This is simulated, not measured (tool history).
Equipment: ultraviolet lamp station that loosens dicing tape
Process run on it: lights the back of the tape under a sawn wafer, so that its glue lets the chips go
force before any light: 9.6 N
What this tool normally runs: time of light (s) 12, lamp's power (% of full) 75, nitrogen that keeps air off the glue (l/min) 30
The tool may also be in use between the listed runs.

run,hour,time of light (s),lamp's power (% of full),nitrogen that keeps air off the glue (l/min),force that peels the tape off (N),light that reached the tape (mJ/cm2)
1,0,12,75,30,1.72,312
2,47.9,12,75,30,1.88,315
3,128.2,12,75,30,1.788,299
4,203.5,12,75,30,1.894,295
5,242.8,12,75,30,1.979,289
6,294.6,12,75,30,1.944,290
7,335.1,12,89,30,1.531,335
8,409.3,12,89,30,1.595,325
9,490.4,12,89,30,1.758,322
10,572.2,12,89,13,2.608,311
11,627.2,12,89,13,2.678,301
12,666.6,6,75,40,4.599,126
13,720,9,75,30,3.464,186
# hour 779.6: window cleaned of glue's vapour
14,802.8,9,75,30,2.754,222
15,863,9,67,53,2.647,198

3 options for the next run, each taken on its own from the tool as it stands now. Forecast them:
A,933.4,9,67,29,?,?
B,933.4,9,89,32,?,?
C,933.4,12,75,26,?,?

run,force that peels the tape off (N),light that reached the tape (mJ/cm2)
A,3.227,194
B,2.264,254
C,2.174,284
Without the tool's unlogged condition, the same runs would have read:
run,force that peels the tape off (N),light that reached the tape (mJ/cm2)
A,1.941,291
B,1.175,383
C,1.108,428

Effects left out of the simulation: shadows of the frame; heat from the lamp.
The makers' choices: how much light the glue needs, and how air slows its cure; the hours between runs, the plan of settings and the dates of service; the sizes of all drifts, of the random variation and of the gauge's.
